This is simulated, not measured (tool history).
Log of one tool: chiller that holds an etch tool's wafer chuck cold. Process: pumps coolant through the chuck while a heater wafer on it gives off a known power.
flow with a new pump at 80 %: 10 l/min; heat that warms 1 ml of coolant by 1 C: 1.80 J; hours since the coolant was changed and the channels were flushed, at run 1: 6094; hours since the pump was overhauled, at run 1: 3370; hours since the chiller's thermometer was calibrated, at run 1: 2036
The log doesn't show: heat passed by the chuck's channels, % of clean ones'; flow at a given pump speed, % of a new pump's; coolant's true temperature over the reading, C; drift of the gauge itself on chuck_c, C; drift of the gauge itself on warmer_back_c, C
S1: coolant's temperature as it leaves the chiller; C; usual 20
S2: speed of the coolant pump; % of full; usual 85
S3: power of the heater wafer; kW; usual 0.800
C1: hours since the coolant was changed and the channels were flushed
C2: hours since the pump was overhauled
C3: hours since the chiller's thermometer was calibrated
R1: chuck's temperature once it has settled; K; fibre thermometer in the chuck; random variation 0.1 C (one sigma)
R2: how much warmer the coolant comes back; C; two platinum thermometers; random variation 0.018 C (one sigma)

run 1 hour=0.0 | S1=20 S2=85 S3=0.800 | C1=6094 C2=3370 C3=2036 | R1=302.45 R2=2.45
run 2 hour=133.0 | S1=20 S2=85 S3=0.519 | C1=6227 C2=3503 C3=2169 | R1=299.35 R2=1.64
run 3 hour=203.6 | S1=20 S2=85 S3=0.960 | C1=6297 C2=3574 C3=2239 | R1=304.25 R2=2.98
run 4 hour=313.8 | S1=20 S2=85 S3=0.960 | C1=6408 C2=3684 C3=2350 | R1=304.15 R2=3.00
run 5 hour=404.4 | S1=20 S2=80 S3=0.800 | C1=6498 C2=3775 C3=2440 | R1=303.15 R2=2.70
run 6 hour=481.2 | S1=20 S2=80 S3=0.800 | C1=6575 C2=3852 C3=2517 | R1=303.05 R2=2.64
-- hour=558.9 coolant changed, channels flushed
run 7 hour=599.4 | S1=20 S2=80 S3=0.800 | C1=40 C2=3964 C3=2629 | R1=303.05 R2=2.64
run 8 hour=718.0 | S1=20 S2=80 S3=0.800 | C1=159 C2=4082 C3=2748 | R1=302.95 R2=2.69
run 9 hour=810.1 | S1=20 S2=80 S3=0.800 | C1=251 C2=4174 C3=2840 | R1=302.85 R2=2.64
run 10 hour=924.9 | S1=20 S2=80 S3=0.800 | C1=366 C2=4289 C3=2955 | R1=302.85 R2=2.70
run 11 hour=998.1 | S1=20 S2=80 S3=0.800 | C1=439 C2=4362 C3=3028 | R1=303.15 R2=2.67
run 12 hour=1076.4 | S1=20 S2=80 S3=0.800 | C1=517 C2=4441 C3=3106 | R1=303.15 R2=2.66
run 13 hour=1181.3 | S1=20 S2=63 S3=0.800 | C1=622 C2=4546 C3=3211 | R1=305.85 R2=3.49
run 14 hour=1306.5 | S1=20 S2=85 S3=0.800 | C1=748 C2=4671 C3=3336 | R1=302.45 R2=2.47
run 15 hour=1442.5 | S1=20 S2=67 S3=0.800 | C1=884 C2=4807 C3=3472 | R1=305.05 R2=3.26
run 16 hour=1536.8 | S1=17 S2=85 S3=0.800 | C1=978 C2=4901 C3=3567 | R1=299.55 R2=2.49
run 17 hour=1677.8 | S1=17 S2=85 S3=0.800 | C1=1119 C2=5042 C3=3708 | R1=299.45 R2=2.49
run 18 hour=1744.3 | S1=17 S2=70 S3=0.758 | C1=1185 C2=5109 C3=3774 | R1=300.95 R2=2.96
run 19 hour=1804.9 | S1=17 S2=70 S3=0.758 | C1=1246 C2=5169 C3=3835 | R1=300.75 R2=2.94
run 20 hour=1920.8 | S1=17 S2=70 S3=0.758 | C1=1362 C2=5285 C3=3951 | R1=300.95 R2=2.91
run 21 hour=2063.4 | S1=17 S2=70 S3=0.758 | C1=1505 C2=5428 C3=4093 | R1=300.75 R2=2.96
run 22 hour=2164.7 | S1=20 S2=100 S3=0.800 | C1=1606 C2=5529 C3=4195 | R1=300.85 R2=2.07
run 23 hour=2298.7 | S1=29 S2=85 S3=0.705 | C1=1740 C2=5663 C3=4329 | R1=310.45 R2=2.21
run 24 hour=2424.4 | S1=20 S2=82 S3=0.814 | C1=1865 C2=5789 C3=4454 | R1=303.05 R2=2.63
run 25 hour=2485.5 | S1=20 S2=82 S3=0.650 | C1=1927 C2=5850 C3=4515 | R1=300.85 R2=2.10
run 26 hour=2567.7 | S1=12 S2=66 S3=1.166 | C1=2009 C2=5932 C3=4598 | R1=302.85 R2=4.82
run 27 hour=2646.2 | S1=12 S2=100 S3=1.166 | C1=2087 C2=6011 C3=4676 | R1=296.65 R2=3.06
run 28 hour=2741.2 | S1=20 S2=98 S3=0.498 | C1=2182 C2=6106 C3=4771 | R1=298.25 R2=1.32
run 29 hour=2867.7 | S1=20 S2=98 S3=0.498 | C1=2309 C2=6232 C3=4898 | R1=298.15 R2=1.34
run 30 hour=2999.5 | S1=20 S2=98 S3=0.498 | C1=2441 C2=6364 C3=5029 | R1=298.15 R2=1.31
run 31 hour=3088.2 | S1=20 S2=98 S3=0.498 | C1=2529 C2=6452 C3=5118 | R1=298.05 R2=1.34
run 32 hour=3222.8 | S1=10 S2=85 S3=0.514 | C1=2664 C2=6587 C3=5253 | R1=289.15 R2=1.60
-- hour=3339.8 chiller's thermometer calibrated
run 33 hour=3364.9 | S1=28 S2=72 S3=0.800 | C1=2805 C2=6728 C3=25 | R1=311.95 R2=2.96

How the hidden state differs across the entries between the runs, from the last listed run before each to the first after it:
Between runs 6 and 7: coolant changed, channels flushed (hour 558.9)
  heat passed by the chuck's channels, % of clean ones': 99.9 -> 100
Between runs 32 and 33: chiller's thermometer calibrated (hour 3339.8)
  no hidden state differs between the two runs
